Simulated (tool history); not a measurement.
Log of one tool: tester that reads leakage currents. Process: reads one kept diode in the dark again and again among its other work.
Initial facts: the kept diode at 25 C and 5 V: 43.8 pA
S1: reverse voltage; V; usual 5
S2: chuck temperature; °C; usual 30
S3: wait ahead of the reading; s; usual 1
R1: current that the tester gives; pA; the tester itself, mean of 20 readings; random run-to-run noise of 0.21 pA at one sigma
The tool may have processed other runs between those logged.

{"run": 1, "hour": 0.0, "S1": 5, "S2": 30, "S3": 1, "R1": 75.93}
{"hour": 24.8, "done": "probe card cleaned and baked"}
{"run": 2, "hour": 96.5, "S1": 5, "S2": 30, "S3": 1, "R1": 68.51}
{"run": 3, "hour": 197.9, "S1": 5, "S2": 30, "S3": 1, "R1": 68.07}
{"run": 4, "hour": 326.9, "S1": 5, "S2": 30, "S3": 1, "R1": 67.33}
{"run": 5, "hour": 435.1, "S1": 5, "S2": 30, "S3": 1, "R1": 66.98}
{"run": 6, "hour": 505.0, "S1": 5, "S2": 30, "S3": 1, "R1": 66.46}
{"run": 7, "hour": 590.6, "S1": 8.08, "S2": 30, "S3": 1, "R1": 87.22}
{"run": 8, "hour": 715.2, "S1": 14.54, "S2": 30, "S3": 1, "R1": 122.96}
{"run": 9, "hour": 816.3, "S1": 14.54, "S2": 30, "S3": 1, "R1": 122.71}
{"run": 10, "hour": 929.4, "S1": 14.54, "S2": 30, "S3": 1, "R1": 121.37}
{"run": 11, "hour": 1055.8, "S1": 14.54, "S2": 30, "S3": 1, "R1": 120.59}
{"run": 12, "hour": 1165.9, "S1": 5, "S2": 30, "S3": 1, "R1": 63.24}
{"run": 13, "hour": 1265.6, "S1": 5, "S2": 30, "S3": 1.1, "R1": 63.24}
{"hour": 1291.7, "done": "chuck's temperature calibrated"}
{"run": 14, "hour": 1359.1, "S1": 5, "S2": 30, "S3": 1.1, "R1": 60.8}
{"run": 15, "hour": 1447.6, "S1": 5, "S2": 30, "S3": 1.1, "R1": 60.42}
{"run": 16, "hour": 1513.6, "S1": 5, "S2": 30, "S3": 1.1, "R1": 60.69}
{"hour": 1597.8, "done": "tester calibrated"}
{"run": 17, "hour": 1648.6, "S1": 5, "S2": 30, "S3": 1.1, "R1": 58.83}
{"run": 18, "hour": 1754.9, "S1": 5, "S2": 30, "S3": 1, "R1": 58.62}
{"run": 19, "hour": 1812.2, "S1": 5, "S2": 30, "S3": 1, "R1": 58.28}
{"run": 20, "hour": 1936.7, "S1": 1.05, "S2": 41, "S3": 0.73, "R1": 57.6}
{"run": 21, "hour": 2041.6, "S1": 1.05, "S2": 41, "S3": 0.73, "R1": 57.21}
{"hour": 2081.1, "done": "chuck's temperature calibrated, once more"}
{"run": 22, "hour": 2129.7, "S1": 1.05, "S2": 41, "S3": 0.73, "R1": 70.86}
{"run": 23, "hour": 2236.8, "S1": 1.05, "S2": 57, "S3": 6.55, "R1": 241.87}
{"run": 24, "hour": 2335.6, "S1": 1.67, "S2": 57, "S3": 6.55, "R1": 312.3}
{"run": 25, "hour": 2469.9, "S1": 7.83, "S2": 33, "S3": 4.45, "R1": 116.82}
{"run": 26, "hour": 2530.0, "S1": 7.83, "S2": 33, "S3": 4.45, "R1": 116.75}
{"run": 27, "hour": 2624.3, "S1": 10.76, "S2": 48, "S3": 0.5, "R1": 463.2}
{"run": 28, "hour": 2695.9, "S1": 7, "S2": 25, "S3": 1, "R1": 56.86}
{"run": 29, "hour": 2790.8, "S1": 14.41, "S2": 25, "S3": 1, "R1": 89.15}
{"run": 30, "hour": 2870.0, "S1": 15.93, "S2": 39, "S3": 7.04, "R1": 282.57}
{"run": 31, "hour": 2934.3, "S1": 10.73, "S2": 24, "S3": 8.28, "R1": 66.75}
{"run": 32, "hour": 3013.3, "S1": 3.36, "S2": 30, "S3": 0.57, "R1": 54.23}
{"run": 33, "hour": 3144.8, "S1": 1.29, "S2": 37, "S3": 2.04, "R1": 53.43}
{"run": 34, "hour": 3230.8, "S1": 4.02, "S2": 23, "S3": 4.26, "R1": 33.05}
{"run": 35, "hour": 3359.5, "S1": 4.02, "S2": 23, "S3": 4.26, "R1": 32.66}
{"run": 36, "hour": 3416.4, "S1": 11.37, "S2": 24, "S3": 1.09, "R1": 69.08}
{"run": 37, "hour": 3505.2, "S1": 11.37, "S2": 24, "S3": 1.09, "R1": 68.76}
{"run": 38, "hour": 3567.9, "S1": 15.93, "S2": 48, "S3": 2.51, "R1": 538.88}

Here are 3 independent what-if runs from the current tool condition. What would each one return?
{"run": "A", "hour": 3666.4, "S1": 15.93, "S2": 48, "S3": 6.62, "R1": "?"}
{"run": "B", "hour": 3666.4, "S1": 3.06, "S2": 30, "S3": 1, "R1": "?"}
{"run": "C", "hour": 3666.4, "S1": 2.56, "S2": 53, "S3": 1.68, "R1": "?"}

run=A R1=535.88
run=B R1=48.4
run=C R1=270.09
Take away the tool's hidden state, keep each run's random variation, and the runs would have read:
run=A R1=587.56
run=B R1=51.99
run=C R1=301.03
